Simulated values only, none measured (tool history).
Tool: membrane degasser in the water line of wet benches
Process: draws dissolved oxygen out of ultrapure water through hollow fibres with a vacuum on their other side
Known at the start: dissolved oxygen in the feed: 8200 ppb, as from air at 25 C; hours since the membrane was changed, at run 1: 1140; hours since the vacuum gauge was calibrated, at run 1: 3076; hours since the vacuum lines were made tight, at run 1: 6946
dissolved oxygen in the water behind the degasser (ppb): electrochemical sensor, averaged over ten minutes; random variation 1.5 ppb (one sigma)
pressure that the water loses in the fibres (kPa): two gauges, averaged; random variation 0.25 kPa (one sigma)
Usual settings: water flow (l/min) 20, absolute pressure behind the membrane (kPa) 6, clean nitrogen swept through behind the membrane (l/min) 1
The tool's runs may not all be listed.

| run | day | water flow (l/min) | absolute pressure behind the membrane (kPa) | clean nitrogen swept through behind the membrane (l/min) | hours since the membrane was changed | hours since the vacuum gauge was calibrated | hours since the vacuum lines were made tight | dissolved oxygen in the water behind the degasser (ppb) | pressure that the water loses in the fibres (kPa) |
|---|---|---|---|---|---|---|---|---|---|
| 1 | 0 | 20 | 6 | 1 | 1140 | 3076 | 6946 | 162.3 | 68.27 |
| 2 | 2.033 | 20 | 6 | 1 | 1189 | 3124 | 6994 | 162.5 | 69.01 |
| 3 | 3.9 | 20 | 6 | 1 | 1234 | 3169 | 7039 | 161.8 | 68.03 |
| 4 | 5.617 | 20 | 6.27 | 1 | 1275 | 3210 | 7080 | 171.3 | 69.06 |
| 5 | 7.529 | 20 | 6.27 | 1 | 1321 | 3256 | 7126 | 175.2 | 68.78 |
| 6 | 8.838 | 20 | 6.27 | 1 | 1352 | 3288 | 7158 | 176.3 | 68.71 |
| 7 | 10.721 | 15 | 4.87 | 0.71 | 1398 | 3333 | 7203 | 100 | 51.37 |
| 8 | 11.762 | 15 | 4.87 | 0.41 | 1423 | 3358 | 7228 | 148.5 | 51.55 |
| 9 | 12.7 | 15 | 4.87 | 0.41 | 1445 | 3380 | 7250 | 153.6 | 51.25 |
| 10 | 14.221 | 15 | 4.87 | 0.41 | 1482 | 3417 | 7287 | 152.5 | 51.57 |
| 11 | 15.321 | 19 | 9.83 | 2.3 | 1508 | 3443 | 7313 | 160.7 | 64.77 |

Measured less the same run without the tool's hidden state. The same run-to-run variation is in both; the gauge's scatter may not be:
The hidden state here: membrane still open, %; true pressure behind the membrane over the reading, kPa; air that leaks in behind the membrane, l/min; drift of the gauge itself on oxygen_ppb, %; drift of the gauge itself on loss_of_pressure_kpa, %.
| run | dissolved oxygen in the water behind the degasser (ppb) | pressure that the water loses in the fibres (kPa) |
|---|---|---|
| 1 | +14.1 | +0.47 |
| 2 | +14.3 | +0.5 |
| 3 | +14.4 | +0.52 |
| 4 | +14.4 | +0.54 |
| 5 | +14.9 | +0.56 |
| 6 | +15.1 | +0.57 |
| 7 | +14.8 | +0.45 |
| 8 | +20.9 | +0.45 |
| 9 | +21.7 | +0.46 |
| 10 | +21.8 | +0.47 |
| 11 | +10 | +0.6 |
